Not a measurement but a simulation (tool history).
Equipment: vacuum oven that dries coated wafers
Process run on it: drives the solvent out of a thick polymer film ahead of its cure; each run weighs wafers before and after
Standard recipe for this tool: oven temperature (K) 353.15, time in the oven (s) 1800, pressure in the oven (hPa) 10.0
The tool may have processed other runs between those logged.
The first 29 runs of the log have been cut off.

run	day	oven temperature (K)	time in the oven (s)	pressure in the oven (hPa)	solvent left in the film (%)
30	42.417	345.15	1800	27.7	3.99
31	44.333	345.15	1800	27.7	3.90
32	46.525	345.15	1800	27.7	3.91
33	47.654	345.15	1800	27.7	3.86
34	49.754	345.15	1800	27.7	3.99
35	51.675	345.15	1800	27.7	3.93
36	52.867	367.15	1320	10.0	0.82
37	54.762	362.15	1500	10.0	1.04
38	56.262	344.15	1800	10.7	3.25
39	57.854	344.15	1800	10.7	3.21

Here are 4 independent what-if runs from the current tool condition. What would each one return?
A	58.967	353.15	2880	10.0	?
B	58.967	351.15	1800	10.7	?
C	58.967	364.15	3240	9.6	?
D	58.967	344.15	1680	30.2	?

run	solvent left in the film (%)
A	0.69
B	1.95
C	0.25
D	4.59
Without the tool's unlogged condition, the same runs would have read:
run	solvent left in the film (%)
A	0.66
B	1.92
C	0.24
D	4.54

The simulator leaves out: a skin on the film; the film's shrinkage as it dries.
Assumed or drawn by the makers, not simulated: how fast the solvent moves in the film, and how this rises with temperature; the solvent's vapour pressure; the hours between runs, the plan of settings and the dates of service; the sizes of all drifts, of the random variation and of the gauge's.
